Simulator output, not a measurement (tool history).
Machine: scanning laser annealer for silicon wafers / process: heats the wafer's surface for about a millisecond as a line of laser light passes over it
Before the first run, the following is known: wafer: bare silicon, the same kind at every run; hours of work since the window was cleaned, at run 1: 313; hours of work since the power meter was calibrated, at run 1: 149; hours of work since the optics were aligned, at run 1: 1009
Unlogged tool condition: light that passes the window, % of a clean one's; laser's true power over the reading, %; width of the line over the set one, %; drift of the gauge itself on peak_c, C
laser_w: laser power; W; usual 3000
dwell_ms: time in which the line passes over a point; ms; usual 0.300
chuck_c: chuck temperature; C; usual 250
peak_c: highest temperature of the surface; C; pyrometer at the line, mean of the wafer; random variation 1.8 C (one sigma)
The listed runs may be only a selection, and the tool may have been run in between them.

run     day  laser_w  dwell_ms  chuck_c  hours of work since the window was cleaned  hours of work since the power meter was calibrated  hours of work since the optics were aligned  peak_c
  1   0.000     3000     0.300      250                                         313                                                 149                                         1009    1078
  2   0.612     3000     0.300      250                                         320                                                 156                                         1016    1075
  3   1.129     3000     0.300      250                                         326                                                 162                                         1022    1079
  4   1.521     3000     0.300      250                                         330                                                 166                                         1026    1078
  5   2.238     3000     0.306      250                                         338                                                 175                                         1034    1090
  6   2.967     3000     0.306      250                                         347                                                 183                                         1043    1089
  7   3.671     3000     0.300      250                                         355                                                 191                                         1051    1078
  8   4.346     3000     0.235      250                                         362                                                 199                                         1058     971
  9   4.917     3000     0.235      250                                         369                                                 205                                         1065     968
 10   5.338     3000     0.235      250                                         374                                                 210                                         1070     967
 11   5.754     3000     0.235      250                                         378                                                 215                                         1074     969
 12   6.075     3000     0.235      250                                         382                                                 218                                         1078     969
 13   6.612     3052     0.300      250                                         388                                                 224                                         1084    1094
 14   6.950     3052     0.300      250                                         392                                                 228                                         1088    1093
 15   7.283     3000     0.300      215                                         396                                                 232                                         1092    1041
 16   8.021     2778     0.300      250                                         404                                                 241                                         1100    1001
 17   8.617     3000     0.300      259                                         411                                                 247                                         1107    1085
 18   8.983     3000     0.280      259                                         415                                                 251                                         1111    1052
 19   9.696     3000     0.280      259                                         423                                                 260                                         1119    1054
 20  10.217     3000     0.300      250                                         429                                                 266                                         1125    1079
 21  10.675     3055     0.317      247                                         435                                                 271                                         1131    1123
 22  11.058     3055     0.317      247                                         439                                                 275                                         1135    1122
 23  11.488     3055     0.317      247                                         444                                                 280                                         1140    1119
     11.733  -- window over the wafer cleaned
 24  12.017     3000     0.300      276                                           3                                                 285                                         1145    1106
 25  12.771     3000     0.300      276                                          12                                                 294                                         1153    1103
 26  13.088     3007     0.217      218                                          15                                                 297                                         1157     908
     13.346  -- optics aligned, line set to its width
 27  13.833     3000     0.300      240                                          22                                                 303                                            6    1073
 28  14.542     3029     0.298      240                                          30                                                 311                                           14    1080
 29  15.208     3058     0.300      250                                          37                                                 319                                           21    1101
 30  15.571     2758     0.235      226                                          41                                                 323                                           25     876
 31  15.988     2758     0.235      226                                          46                                                 328                                           30     878
 32  16.621     2758     0.235      226                                          53                                                 335                                           37     875
 33  16.975     3061     0.283      280                                          57                                                 339                                           41    1105
 34  17.525     3061     0.283      280                                          64                                                 345                                           48    1104
 35  18.025     2619     0.283      280                                          69                                                 351                                           53     957
 36  18.475     3246     0.317      231                                          74                                                 356                                           58    1177
 37  19.217     3152     0.259      231                                          83                                                 365                                           67    1045
 38  19.721     2766     0.241      226                                          89                                                 371                                           73     889
 39  20.117     2706     0.225      221                                          93                                                 375                                           77     838
 40  20.708     3000     0.300      248                                         100                                                 382                                           84    1078

Branching from run 40: 4 alternative next runs. What would each branch give?
  A  21.150     3000     0.300      215                                         105                                                 387                                           89       ?
  B  21.150     3000     0.270      245                                         105                                                 387                                           89       ?
  C  21.150     3000     0.285      250                                         105                                                 387                                           89       ?
  D  21.150     3000     0.307      250                                         105                                                 387                                           89       ?

run  peak_c
  A    1048
  B    1028
  C    1058
  D    1095
Had the tool no hidden state, the same runs would have come out as:
run  peak_c
  A    1048
  B    1028
  C    1059
  D    1095

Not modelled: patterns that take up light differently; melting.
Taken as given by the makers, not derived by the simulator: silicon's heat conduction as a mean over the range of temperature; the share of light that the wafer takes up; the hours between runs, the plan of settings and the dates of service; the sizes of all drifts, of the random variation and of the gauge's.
